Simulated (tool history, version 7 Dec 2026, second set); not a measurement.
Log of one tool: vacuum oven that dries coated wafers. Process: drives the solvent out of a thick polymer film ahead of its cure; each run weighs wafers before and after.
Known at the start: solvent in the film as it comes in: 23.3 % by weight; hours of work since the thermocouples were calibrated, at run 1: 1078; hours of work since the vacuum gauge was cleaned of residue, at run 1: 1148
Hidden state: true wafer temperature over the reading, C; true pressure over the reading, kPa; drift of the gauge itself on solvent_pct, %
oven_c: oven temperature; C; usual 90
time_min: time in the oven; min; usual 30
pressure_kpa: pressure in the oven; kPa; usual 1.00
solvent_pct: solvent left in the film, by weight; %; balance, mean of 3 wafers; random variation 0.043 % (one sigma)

run	hour	oven_c	time_min	pressure_kpa	hours of work since the thermocouples were calibrated	hours of work since the vacuum gauge was cleaned of residue	solvent_pct
1	0.0	90	30	1.00	1078	1148	2.06
2	47.7	90	30	1.00	1107	1177	2.16
3	99.6	90	30	1.00	1139	1209	2.11
4	144.7	90	30	1.00	1167	1236	2.13
5	208.8	90	30	1.00	1206	1276	2.06
# hour 217.3: vacuum gauge cleaned of residue and calibrated
6	265.7	90	30	1.00	1240	30	2.10
# hour 300.3: oven's thermocouples calibrated
7	326.3	90	30	1.00	16	65	2.83
8	382.9	102	26	1.71	51	100	0.97
9	417.1	81	17	1.39	71	121	10.06
# hour 430.8: vacuum gauge cleaned of residue and calibrated, once more
10	462.9	90	17	1.39	99	20	5.85
11	512.2	90	30	1.90	129	50	2.80
12	581.8	85	30	0.77	171	92	4.09

3 ways to go on from here, each from the tool as it stands after run 12. What would each give?
A	656.8	85	30	3.17	217	138	?
B	656.8	89	30	0.54	217	138	?
C	656.8	83	51	1.00	217	138	?

run	solvent_pct
A	5.19
B	2.63
C	2.30
Without the tool's hidden state the same runs would have given:
run	solvent_pct
A	5.30
B	2.71
C	2.36
